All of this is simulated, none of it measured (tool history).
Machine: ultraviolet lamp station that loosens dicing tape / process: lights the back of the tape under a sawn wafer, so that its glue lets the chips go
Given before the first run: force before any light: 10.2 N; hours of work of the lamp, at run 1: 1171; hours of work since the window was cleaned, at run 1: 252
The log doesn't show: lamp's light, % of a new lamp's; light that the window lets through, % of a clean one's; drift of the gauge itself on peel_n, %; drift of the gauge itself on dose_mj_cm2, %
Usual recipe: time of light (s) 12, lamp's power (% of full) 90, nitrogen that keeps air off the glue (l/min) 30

| run | hour | time of light (s) | lamp's power (% of full) | nitrogen that keeps air off the glue (l/min) | hours of work of the lamp | hours of work since the window was cleaned | force that peels the tape off (N) | light that reached the tape (mJ/cm2) |
|---|---|---|---|---|---|---|---|---|
| 1 | 0 | 12 | 90 | 30 | 1171 | 252 | 0.173 | 680 |
| 2 | 45.5 | 12 | 64 | 30 | 1195 | 277 | 0.465 | 476 |
|  | 93.7 | lamp changed |
| 3 | 99.4 | 12 | 64 | 30 | 3 | 305 | 0.465 | 476 |
| 4 | 121.7 | 12 | 64 | 30 | 15 | 317 | 0.442 | 476 |
| 5 | 170.9 | 12 | 90 | 14 | 41 | 343 | 0.364 | 676 |
|  | 182.3 | window cleaned of glue's vapour |
| 6 | 224.7 | 12 | 90 | 14 | 70 | 23 | 0.366 | 667 |
| 7 | 274.5 | 12 | 66 | 30 | 97 | 49 | 0.423 | 493 |
| 8 | 301.2 | 12 | 66 | 30 | 111 | 64 | 0.416 | 497 |
| 9 | 328.5 | 6 | 64 | 10 | 126 | 78 | 3.333 | 246 |
| 10 | 365 | 13 | 78 | 10 | 145 | 98 | 0.607 | 641 |
| 11 | 396.2 | 13 | 78 | 20 | 162 | 115 | 0.302 | 645 |
| 12 | 438 | 18 | 92 | 18 | 184 | 137 | 0.09 | 1046 |
| 13 | 464.4 | 23 | 93 | 47 | 199 | 151 | 0.071 | 1350 |
| 14 | 490.2 | 23 | 93 | 47 | 212 | 165 | 0.065 | 1345 |
| 15 | 544.7 | 15 | 90 | 30 | 242 | 194 | 0.089 | 863 |

How the hidden state differs across the entries between the runs, from the last listed run before each to the first after it:
Between runs 2 and 3: lamp changed (hour 93.7)
  lamp's light, % of a new lamp's: 99.7 -> 100; drift of the gauge itself on dose_mj_cm2, %: 0.2 -> 0.42
  measured result minus the result with no hidden state, light that reached the tape (mJ/cm2): -1 -> +2
Between runs 5 and 6: window cleaned of glue's vapour (hour 182.3)
  light that the window lets through, % of a clean one's: 99.9 -> 100; drift of the gauge itself on dose_mj_cm2, %: 0.73 -> 0.96
  measured result minus the result with no hidden state, light that reached the tape (mJ/cm2): +4 -> +6
